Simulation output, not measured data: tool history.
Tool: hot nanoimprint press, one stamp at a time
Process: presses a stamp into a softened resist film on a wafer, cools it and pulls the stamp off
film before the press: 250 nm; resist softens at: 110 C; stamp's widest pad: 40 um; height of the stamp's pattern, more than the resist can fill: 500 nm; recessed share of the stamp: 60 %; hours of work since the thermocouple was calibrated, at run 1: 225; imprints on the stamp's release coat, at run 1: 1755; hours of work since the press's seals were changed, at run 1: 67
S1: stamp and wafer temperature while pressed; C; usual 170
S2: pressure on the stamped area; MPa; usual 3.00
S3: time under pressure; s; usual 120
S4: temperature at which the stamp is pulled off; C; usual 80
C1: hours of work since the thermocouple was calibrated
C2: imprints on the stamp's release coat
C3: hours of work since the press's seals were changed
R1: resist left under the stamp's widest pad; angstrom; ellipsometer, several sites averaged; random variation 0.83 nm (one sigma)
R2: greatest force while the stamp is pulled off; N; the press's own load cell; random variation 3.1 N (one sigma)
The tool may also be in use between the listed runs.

run 1 day=0.000 | S1=170 S2=3.00 S3=120 S4=80 | C1=225 C2=1755 C3=67 | R1=1130 R2=265
run 2 day=0.954 | S1=170 S2=3.00 S3=120 S4=80 | C1=242 C2=1859 C3=84 | R1=1142 R2=275
run 3 day=1.546 | S1=170 S2=3.00 S3=120 S4=80 | C1=251 C2=1922 C3=93 | R1=1141 R2=291
run 4 day=2.088 | S1=170 S2=3.00 S3=120 S4=80 | C1=261 C2=1981 C3=103 | R1=1148 R2=289
run 5 day=2.796 | S1=170 S2=3.00 S3=120 S4=80 | C1=272 C2=2058 C3=115 | R1=1132 R2=284
-- day=3.538 stamp cleaned and given a new release coat
run 6 day=3.538 | S1=170 S2=2.37 S3=120 S4=80 | C1=281 C2=0 C3=123 | R1=1310 R2=155
run 7 day=4.262 | S1=170 S2=2.37 S3=120 S4=80 | C1=293 C2=78 C3=135 | R1=1308 R2=156
run 8 day=4.946 | S1=170 S2=2.37 S3=83 S4=80 | C1=305 C2=152 C3=147 | R1=1460 R2=163
run 9 day=5.833 | S1=170 S2=3.00 S3=120 S4=80 | C1=319 C2=248 C3=162 | R1=1144 R2=165
run 10 day=6.712 | S1=170 S2=3.00 S3=120 S4=80 | C1=334 C2=344 C3=176 | R1=1156 R2=171
run 11 day=7.554 | S1=170 S2=3.00 S3=120 S4=80 | C1=349 C2=435 C3=191 | R1=1154 R2=176
run 12 day=8.208 | S1=170 S2=3.00 S3=120 S4=80 | C1=360 C2=506 C3=202 | R1=1144 R2=176
run 13 day=8.733 | S1=170 S2=3.00 S3=120 S4=80 | C1=368 C2=563 C3=210 | R1=1173 R2=185
run 14 day=9.725 | S1=170 S2=3.00 S3=120 S4=80 | C1=385 C2=671 C3=227 | R1=1164 R2=196
run 15 day=10.221 | S1=170 S2=3.00 S3=120 S4=80 | C1=393 C2=724 C3=235 | R1=1158 R2=198
run 16 day=10.862 | S1=170 S2=3.00 S3=120 S4=80 | C1=404 C2=794 C3=246 | R1=1161 R2=199
run 17 day=11.596 | S1=177 S2=1.84 S3=120 S4=83 | C1=417 C2=873 C3=259 | R1=1153 R2=201
run 18 day=12.192 | S1=177 S2=1.84 S3=120 S4=83 | C1=427 C2=938 C3=269 | R1=1159 R2=212
run 19 day=12.971 | S1=172 S2=1.84 S3=120 S4=69 | C1=440 C2=1022 C3=282 | R1=1386 R2=251
run 20 day=13.929 | S1=175 S2=3.00 S3=230 S4=80 | C1=456 C2=1126 C3=298 | R1=763 R2=224
run 21 day=14.450 | S1=177 S2=3.00 S3=230 S4=79 | C1=465 C2=1183 C3=307 | R1=699 R2=233
run 22 day=15.454 | S1=177 S2=3.00 S3=230 S4=72 | C1=482 C2=1292 C3=324 | R1=707 R2=265
run 23 day=16.196 | S1=161 S2=2.06 S3=145 S4=87 | C1=494 C2=1372 C3=336 | R1=1859 R2=210
run 24 day=16.704 | S1=158 S2=2.96 S3=163 S4=84 | C1=503 C2=1427 C3=345 | R1=1748 R2=233
-- day=16.900 plate thermocouple calibrated
run 25 day=17.433 | S1=171 S2=4.57 S3=163 S4=84 | C1=9 C2=1493 C3=355 | R1=750 R2=233
run 26 day=18.175 | S1=171 S2=4.57 S3=163 S4=84 | C1=21 C2=1573 C3=367 | R1=751 R2=236
run 27 day=18.658 | S1=170 S2=3.00 S3=64 S4=80 | C1=30 C2=1626 C3=376 | R1=1344 R2=255
run 28 day=19.392 | S1=178 S2=3.00 S3=127 S4=79 | C1=42 C2=1705 C3=388 | R1=788 R2=262
run 29 day=20.375 | S1=170 S2=3.00 S3=120 S4=84 | C1=59 C2=1812 C3=404 | R1=1129 R2=250
run 30 day=20.983 | S1=170 S2=3.00 S3=120 S4=84 | C1=69 C2=1878 C3=415 | R1=1105 R2=271
run 31 day=21.425 | S1=170 S2=3.00 S3=120 S4=84 | C1=76 C2=1926 C3=422 | R1=1128 R2=269

3 ways to go on from here, each from the tool as it stands after run 31. What would each give?
run A day=22.121 | S1=170 S2=3.11 S3=120 S4=80 | C1=88 C2=2001 C3=434 | R1=? R2=?
run B day=22.121 | S1=170 S2=3.00 S3=120 S4=86 | C1=88 C2=2001 C3=434 | R1=? R2=?
run C day=22.121 | S1=160 S2=3.00 S3=77 S4=80 | C1=88 C2=2001 C3=434 | R1=? R2=?

run=A R1=1109 R2=279
run=B R1=1126 R2=267
run=C R1=1840 R2=283
Without the tool's hidden state the same runs would have given:
run=A R1=1084 R2=146
run=B R1=1102 R2=140
run=C R1=1814 R2=148
